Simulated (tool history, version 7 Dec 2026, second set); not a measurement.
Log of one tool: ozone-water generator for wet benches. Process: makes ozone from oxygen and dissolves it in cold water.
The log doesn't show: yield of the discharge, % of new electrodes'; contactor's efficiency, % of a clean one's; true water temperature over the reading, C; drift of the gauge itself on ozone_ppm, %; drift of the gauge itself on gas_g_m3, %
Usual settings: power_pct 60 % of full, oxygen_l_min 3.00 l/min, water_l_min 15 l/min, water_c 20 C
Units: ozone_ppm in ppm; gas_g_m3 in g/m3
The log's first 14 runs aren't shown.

run	hour	power_pct	oxygen_l_min	water_l_min	water_c	hours of work since the electrodes were changed	hours of work since the contactor was cleaned	hours of work since the thermometer was calibrated	ozone_ppm	gas_g_m3
15	1165.1	45	3.00	16	22	5599	4063	4654	11.5	144.1
16	1272.4	41	3.00	15	20	5700	4163	4755	11.9	134.9
17	1329.0	60	3.00	15	12	5753	4216	4808	17.2	178.4
# hour 1413.1: water thermometer calibrated
18	1447.9	60	1.63	15	20	5864	4327	33	14.9	262.0
19	1563.1	60	1.63	15	20	5972	4435	141	15.3	260.8
20	1644.2	60	4.23	15	18	6048	4511	217	15.7	143.4
# hour 1716.4: water thermometer calibrated, once more
21	1749.4	60	1.61	15	18	6146	4609	31	15.5	263.5
22	1828.0	82	3.36	15	20	6219	4683	105	19.6	208.2
23	1899.8	82	3.36	15	20	6287	4750	172	19.4	207.1
24	2020.6	60	3.00	10	12	6400	4863	285	23.5	174.2
25	2124.1	60	3.00	14	19	6497	4960	382	16.2	175.1
26	2195.9	96	3.00	14	12	6564	5028	449	25.1	246.7
27	2291.6	96	3.00	14	12	6654	5117	539	24.8	246.5
28	2360.1	96	2.61	9	12	6718	5182	603	35.7	268.1
29	2410.2	51	2.61	21	17	6765	5228	650	10.4	168.0
# hour 2430.7: contactor cleaned
30	2479.2	50	4.95	10	16	6826	45	711	18.2	110.1
31	2576.6	50	5.00	11	16	6917	137	802	16.8	109.3
32	2661.3	92	2.07	11	16	6997	216	882	28.7	293.6
33	2730.6	82	2.22	20	20	7061	281	947	15.3	259.5

Forecast each of these 4 alternatives for the next run:
A	2795.6	58	3.00	19	28	7122	342	1007	?	?
B	2795.6	82	3.87	20	22	7122	342	1007	?	?
C	2795.6	91	2.39	15	20	7122	342	1007	?	?
D	2795.6	60	3.60	22	20	7122	342	1007	?	?

run	ozone_ppm	gas_g_m3
A	11.3	168.2
B	15.0	181.7
C	21.0	266.0
D	11.2	151.7
Without the tool's hidden state the same runs would have given:
run	ozone_ppm	gas_g_m3
A	14.1	208.8
B	20.2	243.0
C	28.8	363.3
D	14.1	189.7
